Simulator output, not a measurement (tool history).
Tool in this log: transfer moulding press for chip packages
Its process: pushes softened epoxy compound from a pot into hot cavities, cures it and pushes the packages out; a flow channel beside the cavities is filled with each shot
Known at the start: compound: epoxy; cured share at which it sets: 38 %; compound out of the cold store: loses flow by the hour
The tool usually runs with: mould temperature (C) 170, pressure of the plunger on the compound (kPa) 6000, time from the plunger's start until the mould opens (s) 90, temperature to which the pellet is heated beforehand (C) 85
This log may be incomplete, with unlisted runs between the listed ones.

run	hour	mould temperature (C)	pressure of the plunger on the compound (kPa)	time from the plunger's start until the mould opens (s)	temperature to which the pellet is heated beforehand (C)	incoming compound's hours out of the cold store	length that the compound runs in the flow channel (mm)	greatest force on the pins that push the packages out (N)
1	0	170	6000	90	85	23.7	705	450
2	45.5	170	6000	90	85	42	652	472
# hour 62.6: cavities cleaned with cleaning compound and waxed
# hour 72.8: plunger's sealing rings changed
3	87.6	170	6000	90	85	39.5	683	378
4	122	170	6000	90	81	38.7	680	419
5	153.9	170	5260	90	81	16.4	689	473
6	182.7	170	6000	105	85	18.9	731	403
# hour 202.5: cavities cleaned with cleaning compound and waxed
7	221.4	170	6000	105	85	8.9	757	321
8	252.6	170	6000	90	85	24.5	711	421
9	277.4	170	6000	90	85	36.5	672	428
10	307.4	170	6000	90	80	21.1	714	461
# hour 337.8: cavities cleaned with cleaning compound and waxed
11	346.5	170	6000	90	80	30.5	685	350
# hour 383.1: plunger's sealing rings changed
12	394.8	170	6000	90	80	20.6	728	431
13	425.3	170	6000	90	80	38	681	451
14	459.7	170	6000	90	80	10.7	754	483
# hour 475.5: cavities cleaned with cleaning compound and waxed
15	507.6	169	6000	93	85	25.7	710	386
16	532.5	170	7270	114	87	33.3	751	345
17	565.4	165	7490	94	89	9	870	599
18	602.6	165	7490	70	89	43.6	761	1052
# hour 611.2: mould's thermocouples calibrated
# hour 612.7: cavities cleaned with cleaning compound and waxed
19	651.2	177	7490	88	76	36.7	722	331
20	684.1	174	6000	90	85	35.2	661	383
# hour 694.9: plunger's sealing rings changed
21	720.3	174	6000	90	85	42.5	661	413
# hour 749.3: cavities cleaned with cleaning compound and waxed
22	756.3	174	5140	90	82	35.4	621	287
23	791.4	174	5140	90	82	13.7	671	350
24	830.3	164	5140	107	82	32.7	660	479
25	858.3	170	6180	107	82	8.8	771	402
# hour 884.4: cavities cleaned with cleaning compound and waxed
26	885.4	170	6100	119	85	43	665	258
27	910.8	170	6000	90	85	32.7	684	363

Consider 5 possible next runs. They are alternatives, not a sequence: every one starts from the tool as it was left by run 27. What does each give?
A	958.3	167	6000	90	93	25.5	?	?
B	958.3	170	4900	78	92	36.5	?	?
C	958.3	170	6000	90	80	16.9	?	?
D	958.3	170	5990	90	85	23	?	?
E	958.3	170	6000	90	79	8.5	?	?

run	length that the compound runs in the flow channel (mm)	greatest force on the pins that push the packages out (N)
A	712	536
B	603	534
C	725	447
D	703	433
E	747	462
What these runs would have given with no unlogged condition in the tool:
run	length that the compound runs in the flow channel (mm)	greatest force on the pins that push the packages out (N)
A	732	407
B	620	403
C	745	337
D	723	325
E	768	348
